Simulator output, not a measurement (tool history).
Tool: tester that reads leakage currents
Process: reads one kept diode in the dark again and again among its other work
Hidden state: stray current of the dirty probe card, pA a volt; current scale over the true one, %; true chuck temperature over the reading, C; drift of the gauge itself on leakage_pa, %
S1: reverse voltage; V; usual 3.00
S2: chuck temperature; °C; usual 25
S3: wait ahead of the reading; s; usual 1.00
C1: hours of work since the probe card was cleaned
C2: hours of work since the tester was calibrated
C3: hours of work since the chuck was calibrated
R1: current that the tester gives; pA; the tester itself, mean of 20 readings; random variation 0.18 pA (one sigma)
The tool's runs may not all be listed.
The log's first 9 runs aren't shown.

run 10 hour=284.4 | S1=1.52 S2=25 S3=1.00 | C1=1256 C2=776 C3=754 | R1=36.70
run 11 hour=306.8 | S1=3.00 S2=34 S3=1.00 | C1=1269 C2=788 C3=766 | R1=104.84
run 12 hour=345.8 | S1=3.00 S2=34 S3=1.00 | C1=1291 C2=810 C3=788 | R1=104.94
run 13 hour=377.9 | S1=3.00 S2=25 S3=1.86 | C1=1309 C2=828 C3=806 | R1=54.97
run 14 hour=415.4 | S1=3.00 S2=25 S3=1.86 | C1=1330 C2=849 C3=827 | R1=54.73
run 15 hour=452.4 | S1=3.00 S2=25 S3=1.00 | C1=1350 C2=870 C3=848 | R1=55.30
run 16 hour=468.5 | S1=3.00 S2=25 S3=1.00 | C1=1359 C2=879 C3=857 | R1=54.99
run 17 hour=484.8 | S1=3.00 S2=25 S3=1.00 | C1=1369 C2=888 C3=866 | R1=55.25
run 18 hour=522.6 | S1=3.00 S2=25 S3=1.00 | C1=1390 C2=909 C3=888 | R1=55.52
run 19 hour=559.1 | S1=3.00 S2=25 S3=1.00 | C1=1410 C2=930 C3=908 | R1=54.98
run 20 hour=581.4 | S1=3.00 S2=25 S3=1.00 | C1=1423 C2=942 C3=921 | R1=55.03
run 21 hour=598.2 | S1=3.00 S2=25 S3=1.00 | C1=1432 C2=952 C3=930 | R1=54.69
run 22 hour=634.7 | S1=2.13 S2=25 S3=0.47 | C1=1453 C2=972 C3=950 | R1=45.11
run 23 hour=662.5 | S1=2.13 S2=25 S3=0.47 | C1=1468 C2=988 C3=966 | R1=44.84
run 24 hour=690.1 | S1=2.13 S2=25 S3=0.47 | C1=1484 C2=1003 C3=982 | R1=45.25
-- hour=695.7 probe card cleaned and baked
run 25 hour=714.9 | S1=2.13 S2=25 S3=0.47 | C1=11 C2=1016 C3=994 | R1=45.15
run 26 hour=749.8 | S1=1.56 S2=40 S3=1.08 | C1=30 C2=1035 C3=1013 | R1=105.48
run 27 hour=787.6 | S1=3.87 S2=25 S3=0.59 | C1=52 C2=1057 C3=1035 | R1=64.96
run 28 hour=803.9 | S1=2.86 S2=54 S3=0.59 | C1=61 C2=1066 C3=1044 | R1=374.17
run 29 hour=835.6 | S1=1.04 S2=28 S3=1.98 | C1=79 C2=1084 C3=1062 | R1=35.64
run 30 hour=864.1 | S1=1.04 S2=28 S3=1.98 | C1=95 C2=1099 C3=1078 | R1=35.49
run 31 hour=886.9 | S1=1.16 S2=28 S3=1.25 | C1=107 C2=1112 C3=1090 | R1=37.90
run 32 hour=926.3 | S1=1.16 S2=28 S3=1.25 | C1=129 C2=1134 C3=1113 | R1=37.77

Run 33 comes next. What will it give?
-- hour=932.3 probe card cleaned and baked, once more
run 33 hour=948.8 | S1=3.00 S2=36 S3=2.85 | C1=9 C2=1145 C3=1123 | R1=?

{"run 33": {"R1": 114.24}}
Without the tool's hidden state the same run would have given R1 126.81 pA.
